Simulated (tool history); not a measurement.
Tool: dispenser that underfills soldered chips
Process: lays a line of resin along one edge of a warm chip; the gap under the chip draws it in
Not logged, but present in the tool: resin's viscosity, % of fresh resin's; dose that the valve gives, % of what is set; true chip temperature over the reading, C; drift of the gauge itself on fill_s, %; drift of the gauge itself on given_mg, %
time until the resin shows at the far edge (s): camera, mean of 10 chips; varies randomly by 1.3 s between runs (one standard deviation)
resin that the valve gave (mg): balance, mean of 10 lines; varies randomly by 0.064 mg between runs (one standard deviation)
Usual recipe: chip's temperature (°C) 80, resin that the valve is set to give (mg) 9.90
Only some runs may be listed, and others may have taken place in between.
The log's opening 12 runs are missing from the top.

run,hour,chip's temperature (°C),resin that the valve is set to give (mg),hours of work since the syringe was changed,hours of work since the valve was cleaned,hours of work since the stage was calibrated,time until the resin shows at the far edge (s),resin that the valve gave (mg)
13,51.5,80,9.90,5,40,63,160.1,9.63
# hour 55.6: new syringe of resin
14,56.1,80,9.90,0,42,66,127.0,9.60
15,59.6,80,9.90,2,45,68,141.3,9.63
16,63.1,81,9.90,5,47,70,149.7,9.61
# hour 67.8: new syringe of resin
17,68.6,81,9.90,1,50,73,124.0,9.36
18,71.7,80,9.90,2,52,75,142.3,9.60
19,76.3,79,8.55,5,55,78,170.4,8.16
20,78.6,79,8.55,7,56,80,179.8,8.25
# hour 79.8: new syringe of resin
21,84.2,93,10.68,3,59,83,97.0,10.24

What will run 22 give?
22,87.6,86,10.16,5,62,85,?,?

time until the resin shows at the far edge (s): 133.4
resin that the valve gave (mg): 9.58
Take away the tool's hidden state, keep the run-to-run variation as it was, and the same run would have given time until the resin shows at the far edge (s) 105.1, resin that the valve gave (mg) 10.00.

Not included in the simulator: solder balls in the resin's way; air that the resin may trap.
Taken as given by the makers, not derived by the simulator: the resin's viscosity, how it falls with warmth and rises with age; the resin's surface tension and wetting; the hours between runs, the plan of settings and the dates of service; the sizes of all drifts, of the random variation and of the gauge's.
